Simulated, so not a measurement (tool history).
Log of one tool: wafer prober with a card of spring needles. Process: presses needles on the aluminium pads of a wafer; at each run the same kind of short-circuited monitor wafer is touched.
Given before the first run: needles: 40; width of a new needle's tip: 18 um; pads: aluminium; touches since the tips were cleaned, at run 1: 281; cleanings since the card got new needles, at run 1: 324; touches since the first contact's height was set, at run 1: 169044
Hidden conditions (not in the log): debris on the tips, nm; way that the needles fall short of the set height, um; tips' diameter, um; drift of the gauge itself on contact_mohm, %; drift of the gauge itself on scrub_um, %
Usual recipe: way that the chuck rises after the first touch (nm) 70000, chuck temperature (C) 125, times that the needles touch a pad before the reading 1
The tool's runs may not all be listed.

| run | hour | way that the chuck rises after the first touch (nm) | chuck temperature (C) | times that the needles touch a pad before the reading | touches since the tips were cleaned | cleanings since the card got new needles | touches since the first contact's height was set | resistance of one needle with its contact and lead (mohm) | way that a needle slides on the pad (nm) |
|---|---|---|---|---|---|---|---|---|---|
| 1 | 0.0 | 70000 | 125 | 1 | 281 | 324 | 169044 | 320 | 10580 |
|  | 3.2 | tips cleaned on abrasive film |
|  | 6.3 | tips cleaned on abrasive film |
|  | 9.5 | tips cleaned on abrasive film |
|  | 13.4 | tips cleaned on abrasive film |
|  | 17.3 | tips cleaned on abrasive film |
|  | 20.5 | tips cleaned on abrasive film |
|  | 23.6 | tips cleaned on abrasive film |
|  | 27.5 | tips cleaned on abrasive film |
|  | 30.7 | tips cleaned on abrasive film |
| 2 | 31.8 | 70000 | 125 | 1 | 833 | 333 | 191317 | 417 | 10000 |
|  | 34.2 | tips cleaned on abrasive film |
|  | 37.4 | tips cleaned on abrasive film |
|  | 41.3 | tips cleaned on abrasive film |
|  | 44.5 | tips cleaned on abrasive film |
|  | 47.6 | tips cleaned on abrasive film |
|  | 50.8 | tips cleaned on abrasive film |
|  | 54.1 | height of the first contact set anew |
|  | 55.0 | tips cleaned on abrasive film |
|  | 58.9 | tips cleaned on abrasive film |
|  | 62.1 | tips cleaned on abrasive film |
|  | 65.2 | tips cleaned on abrasive film |
| 3 | 68.2 | 70000 | 125 | 1 | 2150 | 343 | 9847 | 451 | 11800 |
|  | 69.1 | tips cleaned on abrasive film |
|  | 72.2 | tips cleaned on abrasive film |
|  | 76.2 | tips cleaned on abrasive film |
|  | 80.1 | tips cleaned on abrasive film |
|  | 83.2 | tips cleaned on abrasive film |
|  | 87.1 | tips cleaned on abrasive film |
|  | 91.1 | tips cleaned on abrasive film |
|  | 94.2 | tips cleaned on abrasive film |
|  | 98.1 | tips cleaned on abrasive film |
|  | 102.1 | tips cleaned on abrasive film |
|  | 105.2 | tips cleaned on abrasive film |
|  | 108.4 | tips cleaned on abrasive film |
|  | 111.5 | tips cleaned on abrasive film |
| 4 | 111.5 | 70000 | 125 | 1 | 4 | 356 | 40086 | 302 | 11730 |
|  | 114.8 | tips cleaned on abrasive film |
|  | 117.9 | tips cleaned on abrasive film |
|  | 121.1 | tips cleaned on abrasive film |
|  | 124.2 | tips cleaned on abrasive film |
|  | 127.4 | tips cleaned on abrasive film |
|  | 130.5 | tips cleaned on abrasive film |
|  | 133.7 | tips cleaned on abrasive film |
|  | 136.8 | tips cleaned on abrasive film |
|  | 140.8 | tips cleaned on abrasive film |
|  | 144.7 | tips cleaned on abrasive film |
|  | 148.6 | tips cleaned on abrasive film |
|  | 152.5 | tips cleaned on abrasive film |
| 5 | 155.0 | 70000 | 125 | 2 | 1763 | 368 | 70491 | 389 | 11490 |
|  | 155.8 | tips cleaned on abrasive film |
|  | 159.0 | tips cleaned on abrasive film |
|  | 162.9 | tips cleaned on abrasive film |
|  | 174.9 | card fitted with new needles |
|  | 178.8 | tips cleaned on abrasive film |
|  | 182.8 | tips cleaned on abrasive film |
|  | 185.9 | tips cleaned on abrasive film |
|  | 189.1 | tips cleaned on abrasive film |
|  | 192.2 | tips cleaned on abrasive film, once more |
|  | 196.1 | tips cleaned on abrasive film |
|  | 199.3 | tips cleaned on abrasive film |
|  | 202.4 | tips cleaned on abrasive film |
| 6 | 202.9 | 70000 | 78 | 1 | 320 | 8 | 19560 | 268 | 11730 |
|  | 206.0 | tips cleaned on abrasive film |
|  | 209.2 | tips cleaned on abrasive film |
|  | 212.4 | tips cleaned on abrasive film |
|  | 216.3 | tips cleaned on abrasive film |
|  | 219.4 | tips cleaned on abrasive film |
|  | 222.6 | tips cleaned on abrasive film |
|  | 225.7 | tips cleaned on abrasive film |
| 7 | 228.3 | 70000 | 78 | 1 | 1870 | 15 | 37372 | 304 | 11750 |
|  | 229.2 | tips cleaned on abrasive film |
|  | 232.4 | tips cleaned on abrasive film |
|  | 235.5 | tips cleaned on abrasive film |
|  | 239.4 | tips cleaned on abrasive film |
|  | 242.6 | tips cleaned on abrasive film |
|  | 246.5 | tips cleaned on abrasive film |
|  | 249.7 | tips cleaned on abrasive film |
|  | 253.6 | tips cleaned on abrasive film |
|  | 257.5 | tips cleaned on abrasive film |
|  | 260.7 | tips cleaned on abrasive film |
|  | 264.6 | tips cleaned on abrasive film |
|  | 267.7 | tips cleaned on abrasive film |
|  | 271.5 | tips cleaned on abrasive film |
| 8 | 271.5 | 70000 | 125 | 1 | 0 | 28 | 67481 | 270 | 11520 |
|  | 275.4 | tips cleaned on abrasive film |
|  | 278.5 | tips cleaned on abrasive film |
|  | 282.5 | tips cleaned on abrasive film |
|  | 285.6 | tips cleaned on abrasive film |
|  | 288.8 | tips cleaned on abrasive film |
|  | 292.7 | tips cleaned on abrasive film |
|  | 295.9 | tips cleaned on abrasive film |
|  | 299.8 | tips cleaned on abrasive film |
|  | 303.7 | tips cleaned on abrasive film |
|  | 306.8 | tips cleaned on abrasive film |
|  | 310.0 | tips cleaned on abrasive film |
|  | 313.2 | tips cleaned on abrasive film |
| 9 | 315.3 | 62000 | 125 | 2 | 1523 | 40 | 98139 | 314 | 9760 |
|  | 316.9 | tips cleaned on abrasive film |
|  | 320.8 | tips cleaned on abrasive film |
|  | 324.0 | tips cleaned on abrasive film |
|  | 327.9 | tips cleaned on abrasive film |
|  | 331.8 | tips cleaned on abrasive film |
|  | 335.0 | tips cleaned on abrasive film |
|  | 338.1 | tips cleaned on abrasive film |
|  | 342.0 | tips cleaned on abrasive film |
|  | 346.0 | tips cleaned on abrasive film |
|  | 349.1 | tips cleaned on abrasive film |
|  | 353.0 | tips cleaned on abrasive film |
|  | 357.0 | tips cleaned on abrasive film |
|  | 360.9 | tips cleaned on abrasive film |
| 10 | 361.8 | 62000 | 125 | 2 | 637 | 53 | 130659 | 290 | 9400 |
|  | 364.1 | tips cleaned on abrasive film |
|  | 368.1 | tips cleaned on abrasive film |
|  | 372.0 | tips cleaned on abrasive film |
|  | 375.1 | tips cleaned on abrasive film |
|  | 378.3 | tips cleaned on abrasive film |
|  | 382.2 | tips cleaned on abrasive film |
|  | 385.4 | tips cleaned on abrasive film |
|  | 388.5 | tips cleaned on abrasive film |
|  | 391.7 | tips cleaned on abrasive film |
|  | 394.8 | tips cleaned on abrasive film |
| 11 | 395.5 | 62000 | 125 | 2 | 486 | 63 | 154231 | 300 | 9420 |
|  | 398.7 | tips cleaned on abrasive film |
|  | 402.6 | tips cleaned on abrasive film |
|  | 405.7 | tips cleaned on abrasive film |
|  | 408.9 | tips cleaned on abrasive film |
|  | 412.0 | tips cleaned on abrasive film |
|  | 415.2 | tips cleaned on abrasive film |
|  | 418.4 | tips cleaned on abrasive film |
|  | 422.3 | tips cleaned on abrasive film |
|  | 426.2 | tips cleaned on abrasive film |
|  | 429.4 | tips cleaned on abrasive film |
|  | 433.3 | tips cleaned on abrasive film |
|  | 437.2 | tips cleaned on abrasive film |
|  | 440.3 | tips cleaned on abrasive film |
| 12 | 442.4 | 58000 | 72 | 2 | 1495 | 76 | 187061 | 329 | 8540 |
|  | 444.0 | tips cleaned on abrasive film |
|  | 448.0 | tips cleaned on abrasive film |
|  | 451.1 | tips cleaned on abrasive film |
|  | 454.3 | tips cleaned on abrasive film |
|  | 457.4 | tips cleaned on abrasive film |
|  | 460.6 | tips cleaned on abrasive film |
|  | 464.5 | tips cleaned on abrasive film |
|  | 467.7 | tips cleaned on abrasive film |
|  | 470.3 | height of the first contact set anew |
|  | 471.1 | tips cleaned on abrasive film |
|  | 474.3 | tips cleaned on abrasive film |
|  | 477.4 | tips cleaned on abrasive film |
| 13 | 479.5 | 57000 | 108 | 2 | 1489 | 87 | 6438 | 318 | 9700 |
|  | 481.1 | tips cleaned on abrasive film |
|  | 484.3 | tips cleaned on abrasive film |
|  | 488.2 | tips cleaned on abrasive film |
|  | 491.4 | tips cleaned on abrasive film |
|  | 494.5 | tips cleaned on abrasive film |
|  | 497.7 | tips cleaned on abrasive film |
|  | 501.6 | tips cleaned on abrasive film |
| 14 | 503.3 | 78000 | 38 | 3 | 1205 | 94 | 23035 | 262 | 12820 |
|  | 504.9 | tips cleaned on abrasive film |
|  | 508.0 | tips cleaned on abrasive film |
|  | 512.0 | tips cleaned on abrasive film |
|  | 515.1 | tips cleaned on abrasive film |
|  | 518.3 | tips cleaned on abrasive film |
|  | 522.2 | tips cleaned on abrasive film |
|  | 525.3 | tips cleaned on abrasive film |
|  | 528.5 | tips cleaned on abrasive film |
|  | 531.7 | tips cleaned on abrasive film |
|  | 535.6 | tips cleaned on abrasive film |
|  | 538.7 | tips cleaned on abrasive film |
| 15 | 540.3 | 78000 | 38 | 3 | 1160 | 105 | 48930 | 260 | 12860 |
|  | 542.0 | tips cleaned on abrasive film |
|  | 545.1 | tips cleaned on abrasive film |
|  | 548.3 | tips cleaned on abrasive film |
|  | 552.2 | tips cleaned on abrasive film |
|  | 555.4 | tips cleaned on abrasive film |
|  | 559.3 | tips cleaned on abrasive film |
|  | 562.4 | tips cleaned on abrasive film |
|  | 565.6 | tips cleaned on abrasive film |
|  | 568.7 | tips cleaned on abrasive film |
|  | 571.9 | tips cleaned on abrasive film |
| 16 | 573.7 | 71000 | 71 | 3 | 1286 | 115 | 72210 | 277 | 11750 |

Some steps in resistance of one needle with its contact and lead (mohm), run to run, broken into two amounts with sign: the step expected even without the hidden condition (settings, incoming material, random variation), and the rest, left for the hidden condition together with whatever gauge scatter is not in both the measured and the hidden-condition-free result:
Run 3 -> 4: tips cleaned on abrasive film, tips cleaned on abrasive film, tips cleaned on abrasive film, tips cleaned on abrasive film, tips cleaned on abrasive film, tips cleaned on abrasive film, tips cleaned on abrasive film, tips cleaned on abrasive film, tips cleaned on abrasive film, tips cleaned on abrasive film, tips cleaned on abrasive film, tips cleaned on abrasive film, tips cleaned on abrasive film. resistance of one needle with its contact and lead (mohm) -149: hidden state -152, all else +3.

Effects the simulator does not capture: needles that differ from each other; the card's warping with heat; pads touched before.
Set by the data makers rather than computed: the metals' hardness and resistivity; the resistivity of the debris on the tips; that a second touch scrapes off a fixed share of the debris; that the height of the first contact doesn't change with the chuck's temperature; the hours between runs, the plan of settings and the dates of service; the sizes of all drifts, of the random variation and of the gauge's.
